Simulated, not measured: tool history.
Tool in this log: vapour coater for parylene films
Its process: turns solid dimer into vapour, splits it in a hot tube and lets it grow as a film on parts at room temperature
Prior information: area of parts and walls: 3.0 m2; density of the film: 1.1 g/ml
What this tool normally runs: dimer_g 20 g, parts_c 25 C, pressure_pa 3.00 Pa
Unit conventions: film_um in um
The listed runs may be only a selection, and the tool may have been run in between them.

run    hour  dimer_g  parts_c  pressure_pa  film_um
  1     0.0       20       25         3.00     3.84
  2    36.0       20       25         3.00     3.88
       95.6  -- trap's valve overhauled
  3   109.5       20       25         3.00     3.84
  4   187.3       20       25         3.00     3.83
  5   267.3       20       25         3.00     3.87
  6   342.8       20       25         3.00     3.82
  7   423.7       20       25         3.00     3.86
  8   495.5       20       25         3.00     3.83
      550.2  -- trap's valve overhauled
  9   558.7       20       25         3.00     3.85
 10   634.5       20       25         3.00     3.85
 11   710.7       20       25         3.00     3.82
 12   764.0       20       25         3.00     3.86
 13   836.3       20       25         3.00     3.85
 14   904.9       20       25         3.00     3.83
 15   984.6       20       25         3.00     3.85
     1003.5  -- trap's valve overhauled
 16  1025.5       20       25         3.00     3.87
 17  1063.3       20       25         3.00     3.86
 18  1105.6       20       25         3.00     3.88
 19  1143.6       20       25         3.00     3.81
 20  1191.3       20       25         3.00     3.86
 21  1261.1       20       25         3.00     3.82
 22  1312.1       20       25         3.00     3.80
 23  1357.4       20       25         3.00     3.81
 24  1393.7       20       25         3.00     3.81
     1454.9  -- trap's valve overhauled
 25  1456.2       20       25         3.00     3.87
 26  1494.5       23       25         8.27     3.82
 27  1566.2       20       17         3.00     4.95
 28  1610.0       25       31         4.62     3.73
 29  1686.3       10       31        10.93     1.31
 30  1765.2       19       20         2.29     4.46
 31  1803.9       19       20         2.29     4.45
 32  1860.0       10       30         3.15     1.62
     1914.0  -- trap's valve overhauled
 33  1915.6       10       30         3.15     1.61
 34  1984.9       10       30         3.15     1.63
 35  2033.4       18       17         2.11     4.69
 36  2117.1       18       17         2.11     4.66
 37  2168.0       18       17         2.11     4.66
 38  2240.1       18       17         2.11     4.69
 39  2298.2        8       25         2.32     1.57
     2365.9  -- trap's valve overhauled
 40  2365.9       20       19         3.00     4.68
 41  2417.1       13       25         6.24     2.27
     2451.5  -- table's thermometer calibrated
 42  2471.1        9       23         7.47     1.65
 43  2522.4        9       23         7.47     1.63
 44  2587.4       18       30         3.00     2.97
 45  2643.3       12       25        11.80     1.91
 46  2701.4       28       24         3.00     5.59

Each row is a separate what-if for the run after 46, all from the same tool condition, not one after another. Results?
  A  2788.7        9       25         3.00        ?
  B  2788.7       10       25         3.00        ?
  C  2788.7       13       25         3.00        ?
  D  2788.7       28       24         4.14        ?

run  film_um
  A     1.75
  B     1.89
  C     2.52
  D     5.30
With no hidden state in the tool, these same runs would have given:
run  film_um
  A     1.76
  B     1.90
  C     2.53
  D     5.31
